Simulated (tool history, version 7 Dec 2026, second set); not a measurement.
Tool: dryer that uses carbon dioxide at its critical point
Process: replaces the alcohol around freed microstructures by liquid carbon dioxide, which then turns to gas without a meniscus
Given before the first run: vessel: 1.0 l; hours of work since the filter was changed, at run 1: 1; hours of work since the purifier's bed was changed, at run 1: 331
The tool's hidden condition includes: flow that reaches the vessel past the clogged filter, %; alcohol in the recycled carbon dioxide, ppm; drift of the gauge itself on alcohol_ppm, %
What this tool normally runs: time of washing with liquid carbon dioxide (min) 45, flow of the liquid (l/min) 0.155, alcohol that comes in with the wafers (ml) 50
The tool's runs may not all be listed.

run	hour	time of washing with liquid carbon dioxide (min)	flow of the liquid (l/min)	alcohol that comes in with the wafers (ml)	hours of work since the filter was changed	hours of work since the purifier's bed was changed	alcohol left in the vessel before it's heated (ppm by volume)
1	0	45	0.155	50	1	331	221
2	19.8	45	0.155	88	11	341	383
3	42.3	45	0.155	88	23	352	371
4	60.6	45	0.155	88	32	361	392
5	74.4	45	0.136	50	39	368	407
6	102.2	45	0.136	50	53	382	409
7	130	45	0.136	102	67	396	827
8	149.3	58	0.135	51	76	406	150

What does the tool deliver on the next run?
9	163	58	0.135	51	83	412	?

{"run 9": {"alcohol left in the vessel before it's heated (ppm by volume)": 148}}
Had the tool carried no hidden state, the very same run would have given alcohol left in the vessel before it's heated (ppm by volume) 105.
